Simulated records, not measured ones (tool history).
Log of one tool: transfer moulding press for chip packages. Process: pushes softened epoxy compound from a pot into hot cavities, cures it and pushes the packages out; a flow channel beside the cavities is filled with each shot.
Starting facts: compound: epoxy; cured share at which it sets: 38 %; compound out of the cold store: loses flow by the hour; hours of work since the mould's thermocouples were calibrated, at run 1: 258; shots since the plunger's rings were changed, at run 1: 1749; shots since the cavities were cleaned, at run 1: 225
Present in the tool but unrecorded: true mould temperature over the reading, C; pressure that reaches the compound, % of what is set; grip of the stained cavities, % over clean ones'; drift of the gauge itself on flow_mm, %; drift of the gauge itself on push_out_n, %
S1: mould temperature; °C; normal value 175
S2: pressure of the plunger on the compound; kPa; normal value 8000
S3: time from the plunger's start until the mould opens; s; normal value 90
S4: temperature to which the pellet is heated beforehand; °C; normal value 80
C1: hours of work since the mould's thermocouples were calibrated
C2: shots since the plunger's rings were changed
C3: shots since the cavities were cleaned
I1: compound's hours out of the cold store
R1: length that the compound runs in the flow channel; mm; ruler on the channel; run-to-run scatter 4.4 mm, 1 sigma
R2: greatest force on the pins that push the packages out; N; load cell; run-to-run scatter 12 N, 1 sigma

Run 1, hour 0.0: usual settings; C1 258; C2 1749; C3 225; I1 39.6. Result: R1 639 mm, R2 791 N.
At hour 43.2: cavities cleaned with cleaning compound and waxed.
Run 2, hour 45.4: usual settings; C1 291; C2 2430; C3 35; I1 9.1. Result: R1 727 mm, R2 1348 N.
At hour 98.0: cavities cleaned with cleaning compound and waxed.
Run 3, hour 113.7: usual settings but S1 173 °C; C1 340; C2 3466; C3 243; I1 33.5. Result: R1 643 mm, R2 933 N.
At hour 142.9: mould's thermocouples calibrated.
At hour 157.2: plunger's sealing rings changed.
At hour 158.7: cavities cleaned with cleaning compound and waxed.
Run 4, hour 165.0: usual settings but S1 173 °C; C1 14; C2 98; C3 98; I1 42.5. Result: R1 650 mm, R2 731 N.
At hour 183.9: cavities cleaned with cleaning compound and waxed, once more.
Run 5, hour 224.9: usual settings but S1 173 °C; C1 57; C2 1003; C3 636; I1 23.9. Result: R1 707 mm, R2 1172 N.
At hour 237.0: cavities cleaned with cleaning compound and waxed.
Run 6, hour 267.1: usual settings but S2 7080 kPa; C1 87; C2 1635; C3 467; I1 10.5. Result: R1 692 mm, R2 981 N.
At hour 293.3: cavities cleaned with cleaning compound and waxed.
Run 7, hour 333.0: usual settings but S2 7080 kPa; C1 135; C2 2634; C3 615; I1 38.5. Result: R1 590 mm, R2 974 N.
At hour 344.6: cavities cleaned with cleaning compound and waxed.
Run 8, hour 387.3: usual settings but S4 88 °C; C1 175; C2 3454; C3 663; I1 47.6. Result: R1 600 mm, R2 999 N.
At hour 398.0: cavities cleaned with cleaning compound and waxed.
At hour 431.9: plunger's sealing rings changed.
Run 9, hour 434.5: usual settings but S4 88 °C; C1 207; C2 40; C3 527; I1 12.6. Result: R1 738 mm, R2 1022 N.
At hour 451.3: cavities cleaned with cleaning compound and waxed.
At hour 507.2: cavities cleaned with cleaning compound and waxed.
Run 10, hour 510.9: usual settings but S3 99 s; C1 262; C2 1180; C3 58; I1 31.6. Result: R1 663 mm, R2 559 N.
Run 11, hour 551.8: usual settings but S2 8220 kPa; C1 292; C2 1814; C3 692; I1 40.8. Result: R1 650 mm, R2 1037 N.

What if the next run were any one of these 3? Each begins from the tool's condition after run 11:
At hour 558.8: cavities cleaned with cleaning compound and waxed.
Run A, hour 587.7: usual settings but S2 6360 kPa, S4 85 °C; C1 318; C2 2347; C3 448; I1 36.3. Result: R1 ?, R2 ?.
At hour 558.8: cavities cleaned with cleaning compound and waxed.
Run B, hour 587.7: usual settings but S1 168 °C, S2 8220 kPa, S3 91 s; C1 318; C2 2347; C3 448; I1 28.8. Result: R1 ?, R2 ?.
At hour 558.8: cavities cleaned with cleaning compound and waxed.
Run C, hour 587.7: usual settings but S2 6200 kPa; C1 318; C2 2347; C3 448; I1 17.8. Result: R1 ?, R2 ?.

run   R1    R2
  A  571   948
  B  708  1607
  C  613   980
The same runs, with their run-to-run variation unchanged, on a tool lacking any hidden condition would have given:
run   R1   R2
  A  592  535
  B  734  886
  C  635  547
